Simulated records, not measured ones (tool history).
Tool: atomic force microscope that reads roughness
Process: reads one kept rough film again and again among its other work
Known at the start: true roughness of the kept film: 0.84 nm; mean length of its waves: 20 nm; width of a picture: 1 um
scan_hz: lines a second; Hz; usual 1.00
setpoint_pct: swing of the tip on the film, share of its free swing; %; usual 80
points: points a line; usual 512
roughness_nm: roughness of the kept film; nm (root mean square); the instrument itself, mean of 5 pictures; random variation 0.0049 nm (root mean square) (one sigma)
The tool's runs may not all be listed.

Run 1, hour 0.0: usual settings. Result: roughness_nm 0.645 nm (root mean square).
Run 2, hour 15.6: usual settings. Result: roughness_nm 0.638 nm (root mean square).
Run 3, hour 51.3: usual settings. Result: roughness_nm 0.603 nm (root mean square).
At hour 67.1: new tip fitted.
Run 4, hour 68.3: usual settings but points 597. Result: roughness_nm 0.722 nm (root mean square).
Run 5, hour 106.0: usual settings but points 799. Result: roughness_nm 0.690 nm (root mean square).
Run 6, hour 127.8: usual settings but points 799. Result: roughness_nm 0.674 nm (root mean square).
Run 7, hour 148.3: usual settings but points 799. Result: roughness_nm 0.649 nm (root mean square).
Run 8, hour 175.6: usual settings but setpoint_pct 62 %. Result: roughness_nm 0.647 nm (root mean square).
Run 9, hour 202.1: usual settings. Result: roughness_nm 0.598 nm (root mean square).
At hour 207.0: new tip fitted.
Run 10, hour 229.0: usual settings but points 263. Result: roughness_nm 0.681 nm (root mean square).
Run 11, hour 252.2: usual settings but points 263. Result: roughness_nm 0.657 nm (root mean square).
Run 12, hour 289.1: usual settings but setpoint_pct 89 %, points 263. Result: roughness_nm 0.603 nm (root mean square).
Run 13, hour 312.5: usual settings but setpoint_pct 89 %, points 263. Result: roughness_nm 0.581 nm (root mean square).
Run 14, hour 345.9: usual settings but setpoint_pct 89 %, points 263. Result: roughness_nm 0.552 nm (root mean square).
At hour 349.9: new tip fitted.
Run 15, hour 379.7: usual settings but setpoint_pct 89 %, points 263. Result: roughness_nm 0.666 nm (root mean square).
Run 16, hour 410.6: usual settings but points 408. Result: roughness_nm 0.660 nm (root mean square).
Run 17, hour 433.7: usual settings but scan_hz 2.31 Hz, points 408. Result: roughness_nm 0.604 nm (root mean square).
Run 18, hour 466.4: usual settings but scan_hz 2.31 Hz, points 408. Result: roughness_nm 0.562 nm (root mean square).
At hour 490.0: new tip fitted.
Run 19, hour 490.3: usual settings but points 430. Result: roughness_nm 0.728 nm (root mean square).
Run 20, hour 526.5: usual settings but points 430. Result: roughness_nm 0.681 nm (root mean square).
Run 21, hour 550.2: usual settings but points 945. Result: roughness_nm 0.671 nm (root mean square).
Run 22, hour 576.5: usual settings but points 945. Result: roughness_nm 0.635 nm (root mean square).
Run 23, hour 612.5: usual settings but points 945. Result: roughness_nm 0.613 nm (root mean square).
At hour 630.4: new tip fitted.
Run 24, hour 643.1: usual settings but points 945. Result: roughness_nm 0.720 nm (root mean square).
Run 25, hour 663.4: usual settings but points 526. Result: roughness_nm 0.699 nm (root mean square).
Run 26, hour 679.5: usual settings but points 526. Result: roughness_nm 0.668 nm (root mean square).
Run 27, hour 713.9: usual settings but points 526. Result: roughness_nm 0.643 nm (root mean square).
Run 28, hour 738.2: usual settings but scan_hz 3.22 Hz, setpoint_pct 84 %, points 261. Result: roughness_nm 0.524 nm (root mean square).
Run 29, hour 763.6: usual settings but scan_hz 3.22 Hz, setpoint_pct 58 %, points 756. Result: roughness_nm 0.602 nm (root mean square).
At hour 770.1: new tip fitted.
Run 30, hour 802.0: usual settings but scan_hz 2.80 Hz, setpoint_pct 58 %, points 320. Result: roughness_nm 0.691 nm (root mean square).
Run 31, hour 838.9: usual settings but scan_hz 0.85 Hz, points 514. Result: roughness_nm 0.653 nm (root mean square).
Run 32, hour 855.7: usual settings but scan_hz 2.81 Hz, setpoint_pct 58 %, points 275. Result: roughness_nm 0.632 nm (root mean square).
Run 33, hour 892.9: usual settings but scan_hz 2.81 Hz, setpoint_pct 58 %, points 275. Result: roughness_nm 0.594 nm (root mean square).
At hour 911.4: new tip fitted.
Run 34, hour 917.0: usual settings but scan_hz 0.94 Hz, setpoint_pct 74 %, points 687. Result: roughness_nm 0.736 nm (root mean square).
Run 35, hour 953.7: usual settings but setpoint_pct 83 %. Result: roughness_nm 0.676 nm (root mean square).
Run 36, hour 969.5: usual settings but scan_hz 0.93 Hz, setpoint_pct 64 %, points 267. Result: roughness_nm 0.670 nm (root mean square).
Run 37, hour 987.1: usual settings but scan_hz 0.93 Hz, setpoint_pct 86 %, points 267. Result: roughness_nm 0.615 nm (root mean square).
Run 38, hour 1009.0: usual settings but setpoint_pct 79 %. Result: roughness_nm 0.622 nm (root mean square).
Run 39, hour 1032.7: usual settings but setpoint_pct 79 %, points 383. Result: roughness_nm 0.602 nm (root mean square).
At hour 1054.0: new tip fitted.
Run 40, hour 1060.9: usual settings but scan_hz 3.68 Hz, setpoint_pct 79 %, points 680. Result: roughness_nm 0.636 nm (root mean square).
Run 41, hour 1083.0: usual settings but scan_hz 0.56 Hz, setpoint_pct 87 %, points 658. Result: roughness_nm 0.694 nm (root mean square).
Run 42, hour 1112.2: usual settings but scan_hz 0.56 Hz, setpoint_pct 87 %, points 658. Result: roughness_nm 0.671 nm (root mean square).
Run 43, hour 1139.6: usual settings but scan_hz 0.57 Hz, setpoint_pct 59 %, points 358. Result: roughness_nm 0.649 nm (root mean square).
Run 44, hour 1155.7: usual settings but scan_hz 0.89 Hz, setpoint_pct 69 %, points 859. Result: roughness_nm 0.633 nm (root mean square).
Run 45, hour 1180.9: usual settings but scan_hz 1.21 Hz, setpoint_pct 64 %, points 535. Result: roughness_nm 0.609 nm (root mean square).
At hour 1194.7: new tip fitted.
Run 46, hour 1202.0: usual settings but scan_hz 1.21 Hz, setpoint_pct 64 %, points 535. Result: roughness_nm 0.742 nm (root mean square).
Run 47, hour 1226.7: usual settings but scan_hz 1.21 Hz, setpoint_pct 66 %, points 535. Result: roughness_nm 0.709 nm (root mean square).
Run 48, hour 1255.1: usual settings but scan_hz 1.69 Hz. Result: roughness_nm 0.642 nm (root mean square).
Run 49, hour 1275.3: usual settings but scan_hz 2.48 Hz, points 836. Result: roughness_nm 0.593 nm (root mean square).
Run 50, hour 1310.3: usual settings but scan_hz 2.48 Hz, points 836. Result: roughness_nm 0.571 nm (root mean square).
Run 51, hour 1329.1: usual settings but scan_hz 2.48 Hz, points 836. Result: roughness_nm 0.552 nm (root mean square).
At hour 1335.2: new tip fitted.
Run 52, hour 1350.6: usual settings but scan_hz 2.48 Hz, points 492. Result: roughness_nm 0.665 nm (root mean square).

3 ways to go on from here, each from the tool as it stands after run 52. What would each give?
Run A, hour 1387.1: usual settings but scan_hz 2.48 Hz, setpoint_pct 85 %, points 492. Result: roughness_nm ?.
Run B, hour 1387.1: usual settings but scan_hz 0.73 Hz, setpoint_pct 60 %, points 492. Result: roughness_nm ?.
Run C, hour 1387.1: usual settings but setpoint_pct 70 %, points 461. Result: roughness_nm ?.

run  roughness_nm
  A         0.600
  B         0.692
  C         0.680
Without the tool's hidden state the same runs would have given:
run  roughness_nm
  A         0.654
  B         0.754
  C         0.741

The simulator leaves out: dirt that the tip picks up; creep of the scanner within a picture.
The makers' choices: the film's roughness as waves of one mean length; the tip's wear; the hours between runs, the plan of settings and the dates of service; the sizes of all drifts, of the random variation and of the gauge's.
